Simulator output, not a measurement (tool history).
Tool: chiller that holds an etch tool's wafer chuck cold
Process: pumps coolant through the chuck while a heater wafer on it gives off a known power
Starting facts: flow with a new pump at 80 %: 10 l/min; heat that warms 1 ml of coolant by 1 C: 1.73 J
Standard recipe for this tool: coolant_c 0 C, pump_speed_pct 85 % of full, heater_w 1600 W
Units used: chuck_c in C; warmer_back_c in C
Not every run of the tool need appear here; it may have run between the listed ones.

run,day,coolant_c,pump_speed_pct,heater_w,chuck_c,warmer_back_c
1,0.000,0,85,1600,10.9,5.63
2,2.933,8,85,1600,18.9,5.64
3,4.971,8,61,1600,23.0,8.02
4,6.896,0,75,1600,12.5,6.46
5,9.058,0,75,1600,12.4,6.46
6,10.775,0,62,1600,14.9,7.90
7,13.258,0,85,1600,11.0,5.65
8,16.425,0,85,1600,11.3,5.68
9,18.442,0,85,1600,11.0,5.72
10,20.808,0,85,1600,11.0,5.70
11,23.242,0,85,1600,11.1,5.72
12,26.533,0,85,1600,11.1,5.68
13,29.646,0,85,1600,11.2,5.71
14,31.438,0,85,1600,11.3,5.76
15,33.450,0,85,1600,11.4,5.76
16,35.771,0,85,1600,11.4,5.71
# day 36.196: coolant pump overhauled
17,39.000,0,85,1600,11.6,5.97
18,40.458,0,64,1600,15.2,8.08
19,41.988,9,74,1058,17.7,4.62
20,43.892,0,85,2335,17.4,8.82
21,46.917,-9,66,866,-1.2,4.26
# day 47.804: coolant pump overhauled, once more
22,50.125,-7,62,1177,3.1,5.32
23,53.250,-7,70,1177,2.2,4.67
24,54.688,-1,68,1500,11.0,6.21
25,56.200,0,85,1966,13.0,6.39
26,59.104,3,66,1258,13.3,5.39
27,61.712,-1,79,855,4.6,3.04
28,64.675,-1,79,855,4.5,3.00
29,67.629,6,79,1637,17.6,5.79
30,69.300,3,63,2239,23.0,10.07
31,71.429,-4,74,1600,8.2,6.09

Alternative continuations, all from the tool just after run 31; predict every row:
A,73.204,-8,76,1600,?,?
B,73.204,-6,63,1773,?,?
C,73.204,3,72,1385,?,?

run,chuck_c,warmer_back_c
A,3.8,5.95
B,9.7,7.95
C,13.6,5.56
Take away the tool's hidden state, keep each run's random variation, and the runs would have read:
run,chuck_c,warmer_back_c
A,3.7,5.87
B,9.4,7.85
C,13.6,5.49
